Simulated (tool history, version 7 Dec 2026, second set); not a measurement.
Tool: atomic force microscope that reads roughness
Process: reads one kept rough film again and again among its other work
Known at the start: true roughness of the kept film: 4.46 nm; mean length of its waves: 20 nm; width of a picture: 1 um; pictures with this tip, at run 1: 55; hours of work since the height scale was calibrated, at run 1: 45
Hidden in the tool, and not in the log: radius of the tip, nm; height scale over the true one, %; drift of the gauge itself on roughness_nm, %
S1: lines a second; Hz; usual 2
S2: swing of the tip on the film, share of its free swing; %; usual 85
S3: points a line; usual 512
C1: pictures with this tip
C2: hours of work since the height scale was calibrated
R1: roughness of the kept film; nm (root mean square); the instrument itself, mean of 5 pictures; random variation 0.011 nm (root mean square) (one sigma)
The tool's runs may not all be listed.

run	hour	S1	S2	S3	C1	C2	R1
1	0.0	2	85	512	55	45	1.892
2	6.0	2	85	512	66	49	1.807
3	17.0	2	85	316	86	55	1.697
4	27.8	2	56	316	106	62	1.869
5	35.9	2	56	316	121	67	1.788
6	49.2	2	77	512	145	75	1.536
7	61.6	2	77	512	168	82	1.451
8	74.3	2	85	512	191	90	1.269

Run 9 comes next. What will it give?
9	83.7	2	85	512	209	96	?

{"run 9": {"R1": 1.228}}
Without the tool's hidden state the same run would have given R1 2.479 nm (root mean square).
